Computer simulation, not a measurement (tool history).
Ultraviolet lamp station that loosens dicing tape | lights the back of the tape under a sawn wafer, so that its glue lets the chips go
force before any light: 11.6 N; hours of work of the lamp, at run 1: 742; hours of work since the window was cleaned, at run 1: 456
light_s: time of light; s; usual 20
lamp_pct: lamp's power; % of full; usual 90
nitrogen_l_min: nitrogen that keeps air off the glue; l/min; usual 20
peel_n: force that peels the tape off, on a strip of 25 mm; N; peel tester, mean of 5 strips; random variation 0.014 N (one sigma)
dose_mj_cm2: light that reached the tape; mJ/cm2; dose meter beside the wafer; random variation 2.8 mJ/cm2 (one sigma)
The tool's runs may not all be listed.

run     day  light_s  lamp_pct  nitrogen_l_min  hours of work of the lamp  hours of work since the window was cleaned  peel_n  dose_mj_cm2
  1       0       20        90              20                        742                                         456   1.142          308
  2   1.171       20        90              20                        759                                         473   1.133          309
  3   1.846       20        90              20                        769                                         483   1.173          310
  4   3.017       20        70              20                        786                                         500   1.894          240
  5   3.692       20        70              20                        796                                         510   1.939          241
  6   4.988       20        90               8                        815                                         529   2.264          305
  7   6.058       20        90               8                        831                                         545   2.287          302
  8   7.496       20        90               8                        853                                         567   2.307          296
  9   8.512       20        90               8                        868                                         582   2.372          299
 10   9.671       20        90               8                        885                                         599   2.423          291
 11  10.696       20        90              20                        900                                         614   1.241          297
 12    11.4       20        74              20                        910                                         624   1.818          237
 13  12.225       23        91              40                        922                                         636   0.578          336
     12.321  -- window cleaned of glue's vapour
 14  13.154       20        90              10                        936                                          12   2.069          287
 15  14.208       34        90               7                        951                                          28    0.96          481
 16  14.958       34        90               7                        962                                          39   0.955          482
 17  16.233       30        94              28                        981                                          58   0.345          443
 18    17.2       37        80              10                        996                                          72   0.793          461
 19  17.958       37        80              10                       1007                                          83   0.854          453
     19.146  -- window cleaned of glue's vapour, once more
 20  19.167       37        80              10                       1024                                           0   0.666          500
 21  20.117       37        80              10                       1038                                          14   0.677          494
 22  21.054       18       100              10                       1052                                          28   2.024          302

Some steps in peel_n between neighbouring runs. How much of each would the tool show without its hidden state too (settings, what came in, random variation), and how much is left for the hidden state, with any gauge scatter that isn't in both results?
The hidden state here: lamp's light, % of a new lamp's; light that the window lets through, % of a clean one's; drift of the gauge itself on peel_n, %; drift of the gauge itself on dose_mj_cm2, %.
Run 12 -> 13: light_s 20 -> 23, lamp_pct 74 -> 91, nitrogen_l_min 20 -> 40. peel_n -1.24 N: hidden state -0.481, all else -0.759.
Run 13 -> 14: light_s 23 -> 20, lamp_pct 91 -> 90, nitrogen_l_min 40 -> 10, window cleaned of glue's vapour. peel_n +1.491 N: hidden state +0.591, all else +0.9.
Run 21 -> 22: light_s 37 -> 18, lamp_pct 80 -> 100. peel_n +1.347 N: hidden state +0.463, all else +0.884.
